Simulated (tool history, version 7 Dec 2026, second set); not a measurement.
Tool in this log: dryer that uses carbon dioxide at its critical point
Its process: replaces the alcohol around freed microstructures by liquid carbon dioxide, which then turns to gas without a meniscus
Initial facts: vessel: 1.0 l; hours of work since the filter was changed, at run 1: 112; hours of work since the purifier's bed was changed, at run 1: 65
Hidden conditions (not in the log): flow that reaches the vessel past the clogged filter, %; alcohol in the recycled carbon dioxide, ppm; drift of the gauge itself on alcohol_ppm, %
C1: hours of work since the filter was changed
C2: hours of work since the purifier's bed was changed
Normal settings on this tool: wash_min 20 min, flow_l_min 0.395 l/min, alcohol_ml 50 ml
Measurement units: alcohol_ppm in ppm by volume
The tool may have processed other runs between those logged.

{"run": 1, "day": 0.0, "wash_min": 20, "flow_l_min": 0.395, "alcohol_ml": 50, "C1": 112, "C2": 65, "alcohol_ppm": 273}
{"run": 2, "day": 1.462, "wash_min": 20, "flow_l_min": 0.395, "alcohol_ml": 44, "C1": 133, "C2": 86, "alcohol_ppm": 269}
{"run": 3, "day": 2.488, "wash_min": 20, "flow_l_min": 0.395, "alcohol_ml": 44, "C1": 148, "C2": 101, "alcohol_ppm": 288}
{"run": 4, "day": 3.338, "wash_min": 20, "flow_l_min": 0.395, "alcohol_ml": 44, "C1": 160, "C2": 113, "alcohol_ppm": 305}
{"run": 5, "day": 4.079, "wash_min": 29, "flow_l_min": 0.395, "alcohol_ml": 50, "C1": 171, "C2": 124, "alcohol_ppm": 56}
{"run": 6, "day": 5.433, "wash_min": 20, "flow_l_min": 0.467, "alcohol_ml": 50, "C1": 190, "C2": 143, "alcohol_ppm": 153}
{"run": 7, "day": 6.212, "wash_min": 20, "flow_l_min": 0.467, "alcohol_ml": 50, "C1": 201, "C2": 154, "alcohol_ppm": 172}
{"run": 8, "day": 7.525, "wash_min": 19, "flow_l_min": 0.395, "alcohol_ml": 50, "C1": 220, "C2": 173, "alcohol_ppm": 532}
{"run": 9, "day": 8.2, "wash_min": 19, "flow_l_min": 0.395, "alcohol_ml": 50, "C1": 230, "C2": 183, "alcohol_ppm": 570}
{"run": 10, "day": 9.662, "wash_min": 20, "flow_l_min": 0.395, "alcohol_ml": 50, "C1": 251, "C2": 204, "alcohol_ppm": 487}
{"day": 10.8, "done": "inlet filter changed"}
{"run": 11, "day": 10.821, "wash_min": 20, "flow_l_min": 0.395, "alcohol_ml": 50, "C1": 0, "C2": 220, "alcohol_ppm": 192}
{"run": 12, "day": 11.762, "wash_min": 20, "flow_l_min": 0.395, "alcohol_ml": 44, "C1": 14, "C2": 233, "alcohol_ppm": 179}
{"run": 13, "day": 12.538, "wash_min": 20, "flow_l_min": 0.395, "alcohol_ml": 50, "C1": 25, "C2": 245, "alcohol_ppm": 214}
{"run": 14, "day": 13.971, "wash_min": 20, "flow_l_min": 0.395, "alcohol_ml": 50, "C1": 45, "C2": 265, "alcohol_ppm": 236}
{"run": 15, "day": 15.338, "wash_min": 20, "flow_l_min": 0.277, "alcohol_ml": 50, "C1": 65, "C2": 285, "alcohol_ppm": 1177}
{"run": 16, "day": 16.167, "wash_min": 20, "flow_l_min": 0.277, "alcohol_ml": 50, "C1": 77, "C2": 297, "alcohol_ppm": 1263}
{"run": 17, "day": 17.358, "wash_min": 20, "flow_l_min": 0.277, "alcohol_ml": 50, "C1": 94, "C2": 314, "alcohol_ppm": 1312}
{"run": 18, "day": 18.167, "wash_min": 20, "flow_l_min": 0.277, "alcohol_ml": 50, "C1": 106, "C2": 325, "alcohol_ppm": 1356}
{"run": 19, "day": 18.833, "wash_min": 20, "flow_l_min": 0.395, "alcohol_ml": 50, "C1": 115, "C2": 335, "alcohol_ppm": 293}
{"run": 20, "day": 19.792, "wash_min": 20, "flow_l_min": 0.395, "alcohol_ml": 50, "C1": 129, "C2": 349, "alcohol_ppm": 295}
{"run": 21, "day": 20.517, "wash_min": 20, "flow_l_min": 0.395, "alcohol_ml": 50, "C1": 139, "C2": 359, "alcohol_ppm": 313}
{"run": 22, "day": 21.292, "wash_min": 20, "flow_l_min": 0.395, "alcohol_ml": 50, "C1": 151, "C2": 370, "alcohol_ppm": 327}
{"run": 23, "day": 22.508, "wash_min": 20, "flow_l_min": 0.395, "alcohol_ml": 50, "C1": 168, "C2": 388, "alcohol_ppm": 358}
{"run": 24, "day": 23.817, "wash_min": 20, "flow_l_min": 0.395, "alcohol_ml": 50, "C1": 187, "C2": 406, "alcohol_ppm": 373}
{"run": 25, "day": 24.583, "wash_min": 15, "flow_l_min": 0.395, "alcohol_ml": 50, "C1": 198, "C2": 417, "alcohol_ppm": 1268}
{"run": 26, "day": 25.904, "wash_min": 20, "flow_l_min": 0.395, "alcohol_ml": 36, "C1": 217, "C2": 436, "alcohol_ppm": 328}
{"run": 27, "day": 26.758, "wash_min": 20, "flow_l_min": 0.306, "alcohol_ml": 22, "C1": 229, "C2": 449, "alcohol_ppm": 607}
{"run": 28, "day": 27.358, "wash_min": 20, "flow_l_min": 0.306, "alcohol_ml": 37, "C1": 238, "C2": 457, "alcohol_ppm": 993}
{"run": 29, "day": 28.483, "wash_min": 20, "flow_l_min": 0.395, "alcohol_ml": 50, "C1": 254, "C2": 473, "alcohol_ppm": 482}
{"run": 30, "day": 29.117, "wash_min": 20, "flow_l_min": 0.417, "alcohol_ml": 30, "C1": 263, "C2": 483, "alcohol_ppm": 239}
{"day": 29.433, "done": "inlet filter changed"}
{"run": 31, "day": 30.304, "wash_min": 15, "flow_l_min": 0.486, "alcohol_ml": 60, "C1": 13, "C2": 499, "alcohol_ppm": 348}
{"run": 32, "day": 31.521, "wash_min": 16, "flow_l_min": 0.335, "alcohol_ml": 101, "C1": 30, "C2": 516, "alcohol_ppm": 2373}
{"run": 33, "day": 32.408, "wash_min": 16, "flow_l_min": 0.335, "alcohol_ml": 101, "C1": 43, "C2": 529, "alcohol_ppm": 2429}
{"run": 34, "day": 33.333, "wash_min": 21, "flow_l_min": 0.4, "alcohol_ml": 27, "C1": 56, "C2": 542, "alcohol_ppm": 137}
{"run": 35, "day": 34.104, "wash_min": 21, "flow_l_min": 0.4, "alcohol_ml": 27, "C1": 67, "C2": 553, "alcohol_ppm": 138}
{"run": 36, "day": 35.15, "wash_min": 21, "flow_l_min": 0.4, "alcohol_ml": 27, "C1": 82, "C2": 569, "alcohol_ppm": 155}
{"run": 37, "day": 36.542, "wash_min": 32, "flow_l_min": 0.4, "alcohol_ml": 27, "C1": 102, "C2": 588, "alcohol_ppm": 63}
{"run": 38, "day": 37.304, "wash_min": 20, "flow_l_min": 0.381, "alcohol_ml": 106, "C1": 113, "C2": 599, "alcohol_ppm": 733}
{"run": 39, "day": 38.242, "wash_min": 13, "flow_l_min": 0.266, "alcohol_ml": 59, "C1": 126, "C2": 613, "alcohol_ppm": 6372}
{"run": 40, "day": 39.433, "wash_min": 13, "flow_l_min": 0.266, "alcohol_ml": 59, "C1": 144, "C2": 630, "alcohol_ppm": 6574}
{"run": 41, "day": 40.671, "wash_min": 24, "flow_l_min": 0.25, "alcohol_ml": 65, "C1": 161, "C2": 648, "alcohol_ppm": 1538}

What does the tool deliver on the next run?
{"run": 42, "day": 41.817, "wash_min": 21, "flow_l_min": 0.486, "alcohol_ml": 26, "C1": 178, "C2": 664, "alcohol_ppm": "?"}

{"run 42": {"alcohol_ppm": 106}}
With the hidden condition absent and the run-to-run variation left alone, this run would have shown alcohol_ppm 23 ppm by volume.
